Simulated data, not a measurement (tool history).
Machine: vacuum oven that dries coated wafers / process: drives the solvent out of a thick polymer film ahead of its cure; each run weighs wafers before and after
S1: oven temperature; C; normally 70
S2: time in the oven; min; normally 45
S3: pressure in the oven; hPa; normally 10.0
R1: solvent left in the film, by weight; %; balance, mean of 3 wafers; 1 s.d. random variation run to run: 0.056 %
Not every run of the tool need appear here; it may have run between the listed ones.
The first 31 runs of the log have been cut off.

run 32 day=12.158 | S1=81 S2=45 S3=10.0 | R1=0.98
run 33 day=12.396 | S1=81 S2=45 S3=10.0 | R1=0.89
run 34 day=12.779 | S1=70 S2=37 S3=10.0 | R1=3.39
run 35 day=13.262 | S1=57 S2=81 S3=33.5 | R1=10.34
run 36 day=13.658 | S1=66 S2=25 S3=28.0 | R1=9.43
run 37 day=14.125 | S1=56 S2=25 S3=28.0 | R1=14.27
run 38 day=14.342 | S1=65 S2=29 S3=6.6 | R1=6.29
run 39 day=14.804 | S1=70 S2=37 S3=5.0 | R1=2.74
run 40 day=15.075 | S1=70 S2=59 S3=10.0 | R1=1.98
run 41 day=15.533 | S1=81 S2=45 S3=13.2 | R1=1.27
run 42 day=15.746 | S1=81 S2=45 S3=13.2 | R1=1.31
run 43 day=16.208 | S1=81 S2=45 S3=13.2 | R1=1.22
run 44 day=16.617 | S1=70 S2=78 S3=13.2 | R1=2.05
run 45 day=17.138 | S1=69 S2=23 S3=9.2 | R1=6.01
run 46 day=17.350 | S1=69 S2=23 S3=11.8 | R1=6.27
run 47 day=17.642 | S1=78 S2=45 S3=18.0 | R1=1.98

4 options for the next run, each taken on its own from the tool as it stands now. Forecast them:
run A day=18.129 | S1=82 S2=24 S3=18.0 | R1=?
run B day=18.129 | S1=70 S2=45 S3=12.9 | R1=?
run C day=18.129 | S1=72 S2=23 S3=18.0 | R1=?
run D day=18.129 | S1=78 S2=45 S3=18.0 | R1=?

run=A R1=2.23
run=B R1=3.10
run=C R1=5.66
run=D R1=2.10
Stripped of hidden state, with their random variation kept, the same runs would have yielded:
run=A R1=2.22
run=B R1=3.09
run=C R1=5.65
run=D R1=2.09
